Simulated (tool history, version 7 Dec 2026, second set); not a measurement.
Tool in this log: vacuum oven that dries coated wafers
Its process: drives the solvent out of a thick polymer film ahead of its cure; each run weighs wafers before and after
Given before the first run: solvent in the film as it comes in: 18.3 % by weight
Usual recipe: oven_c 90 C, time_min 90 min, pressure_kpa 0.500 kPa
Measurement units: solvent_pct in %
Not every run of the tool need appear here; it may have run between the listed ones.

run 1 day=0.000 | oven_c=90 time_min=90 pressure_kpa=0.500 | solvent_pct=3.96
run 2 day=1.912 | oven_c=90 time_min=90 pressure_kpa=0.500 | solvent_pct=4.02
run 3 day=3.712 | oven_c=90 time_min=90 pressure_kpa=0.500 | solvent_pct=4.07
run 4 day=5.033 | oven_c=90 time_min=90 pressure_kpa=0.500 | solvent_pct=4.06
run 5 day=7.900 | oven_c=90 time_min=90 pressure_kpa=0.500 | solvent_pct=4.06
run 6 day=9.329 | oven_c=90 time_min=89 pressure_kpa=0.500 | solvent_pct=4.08
run 7 day=11.733 | oven_c=90 time_min=75 pressure_kpa=0.500 | solvent_pct=4.85
run 8 day=13.296 | oven_c=90 time_min=90 pressure_kpa=0.500 | solvent_pct=3.97
run 9 day=14.900 | oven_c=99 time_min=90 pressure_kpa=0.500 | solvent_pct=1.53
run 10 day=16.079 | oven_c=99 time_min=64 pressure_kpa=0.500 | solvent_pct=2.78
run 11 day=18.042 | oven_c=92 time_min=131 pressure_kpa=0.980 | solvent_pct=2.21
run 12 day=20.379 | oven_c=102 time_min=62 pressure_kpa=1.260 | solvent_pct=2.45
run 13 day=22.262 | oven_c=102 time_min=62 pressure_kpa=1.260 | solvent_pct=2.50
-- day=24.321 vacuum gauge cleaned of residue and calibrated
run 14 day=24.867 | oven_c=102 time_min=87 pressure_kpa=0.495 | solvent_pct=0.93
run 15 day=26.908 | oven_c=102 time_min=87 pressure_kpa=0.495 | solvent_pct=0.92
run 16 day=28.596 | oven_c=105 time_min=87 pressure_kpa=1.936 | solvent_pct=1.33
run 17 day=31.417 | oven_c=104 time_min=87 pressure_kpa=0.404 | solvent_pct=0.67

Each row is a separate what-if for the run after 17, all from the same tool condition, not one after another. Results?
run A day=33.262 | oven_c=90 time_min=90 pressure_kpa=0.557 | solvent_pct=?
run B day=33.262 | oven_c=78 time_min=87 pressure_kpa=0.661 | solvent_pct=?
run C day=33.262 | oven_c=80 time_min=87 pressure_kpa=0.404 | solvent_pct=?

run=A solvent_pct=3.54
run=B solvent_pct=8.09
run=C solvent_pct=7.19
Without the tool's unlogged condition, the same runs would have read:
run=A solvent_pct=4.04
run=B solvent_pct=8.63
run=C solvent_pct=7.75

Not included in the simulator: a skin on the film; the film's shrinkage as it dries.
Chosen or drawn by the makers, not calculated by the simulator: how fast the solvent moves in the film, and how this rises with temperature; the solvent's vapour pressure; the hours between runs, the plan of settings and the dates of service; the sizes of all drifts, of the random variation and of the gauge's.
